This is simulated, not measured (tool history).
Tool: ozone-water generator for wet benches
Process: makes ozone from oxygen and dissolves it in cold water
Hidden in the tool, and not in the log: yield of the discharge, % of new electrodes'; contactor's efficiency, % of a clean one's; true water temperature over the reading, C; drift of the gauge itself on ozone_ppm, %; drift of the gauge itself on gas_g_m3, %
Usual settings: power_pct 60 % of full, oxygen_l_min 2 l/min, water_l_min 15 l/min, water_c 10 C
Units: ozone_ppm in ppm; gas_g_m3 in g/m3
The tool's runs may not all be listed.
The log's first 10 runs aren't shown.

| run | day | power_pct | oxygen_l_min | water_l_min | water_c | hours of work since the electrodes were changed | hours of work since the contactor was cleaned | hours of work since the thermometer was calibrated | ozone_ppm | gas_g_m3 |
|---|---|---|---|---|---|---|---|---|---|---|
| 11 | 11.542 | 60 | 1.59 | 15 | 10 | 902 | 3959 | 1141 | 15.4 | 209.7 |
| 12 | 12.346 | 60 | 1.59 | 15 | 10 | 921 | 3978 | 1160 | 15.1 | 211.8 |
| 13 | 13.558 | 60 | 2 | 15 | 10 | 950 | 4007 | 1189 | 15.7 | 184.7 |
| 14 | 14.679 | 60 | 2 | 15 | 10 | 977 | 4034 | 1216 | 15.6 | 183.3 |
| 15 | 15.6 | 60 | 2 | 10 | 10 | 999 | 4056 | 1238 | 22.5 | 183.2 |
| 16 | 16.933 | 60 | 2 | 24 | 10 | 1031 | 4088 | 1270 | 9.1 | 184.8 |
| 17 | 18.125 | 60 | 2 | 24 | 10 | 1059 | 4116 | 1298 | 9.3 | 185 |
|  | 18.396 | gauge calibrated |
| 18 | 18.775 | 60 | 2 | 24 | 10 | 1075 | 4132 | 1314 | 9.2 | 179.4 |
| 19 | 19.679 | 60 | 1.15 | 15 | 11 | 1096 | 4153 | 1335 | 14.5 | 258.1 |
| 20 | 20.279 | 97 | 2 | 15 | 10 | 1110 | 4168 | 1350 | 21.7 | 250.5 |
| 21 | 21.692 | 97 | 2 | 17 | 6 | 1144 | 4202 | 1383 | 19.7 | 252.6 |
| 22 | 22.55 | 60 | 1.37 | 17 | 10 | 1165 | 4222 | 1404 | 12.8 | 230.9 |
| 23 | 23.762 | 60 | 1.09 | 17 | 10 | 1194 | 4251 | 1433 | 12.4 | 270.8 |
| 24 | 24.4 | 72 | 3.15 | 13 | 8 | 1209 | 4266 | 1448 | 21.1 | 152.3 |
| 25 | 25.6 | 63 | 3.15 | 23 | 8 | 1237 | 4295 | 1477 | 10.8 | 139.8 |
| 26 | 26.921 | 47 | 2 | 11 | 7 | 1269 | 4326 | 1508 | 18 | 153.4 |
| 27 | 27.621 | 79 | 2 | 19 | 7 | 1286 | 4343 | 1525 | 14.9 | 222.2 |
| 28 | 28.758 | 86 | 2.81 | 9 | 5 | 1313 | 4370 | 1552 | 33.2 | 187.7 |
| 29 | 29.45 | 86 | 2.81 | 9 | 5 | 1329 | 4387 | 1569 | 33.4 | 187.5 |
| 30 | 30.721 | 73 | 2.43 | 15 | 7 | 1360 | 4417 | 1599 | 18.6 | 184.2 |
| 31 | 32.129 | 60 | 1.46 | 15 | 10 | 1393 | 4451 | 1633 | 15 | 226.7 |
| 32 | 33.004 | 44 | 1.1 | 12 | 13 | 1414 | 4472 | 1653 | 14.4 | 219.1 |
| 33 | 33.838 | 44 | 1.1 | 12 | 13 | 1434 | 4491 | 1673 | 14 | 216.5 |

Forecast each of these 3 alternatives for the next run:
| A | 35.146 | 60 | 2.07 | 16 | 10 | 1465 | 4523 | 1705 | ? | ? |
| B | 35.146 | 66 | 2.03 | 11 | 10 | 1465 | 4523 | 1705 | ? | ? |
| C | 35.146 | 52 | 2 | 15 | 11 | 1465 | 4523 | 1705 | ? | ? |

| run | ozone_ppm | gas_g_m3 |
|---|---|---|
| A | 14.6 | 178.6 |
| B | 22.2 | 195.5 |
| C | 14.1 | 165.3 |
Without the tool's hidden state the same runs would have given:
| run | ozone_ppm | gas_g_m3 |
|---|---|---|
| A | 14.6 | 174 |
| B | 22.2 | 190.5 |
| C | 14.1 | 161.1 |

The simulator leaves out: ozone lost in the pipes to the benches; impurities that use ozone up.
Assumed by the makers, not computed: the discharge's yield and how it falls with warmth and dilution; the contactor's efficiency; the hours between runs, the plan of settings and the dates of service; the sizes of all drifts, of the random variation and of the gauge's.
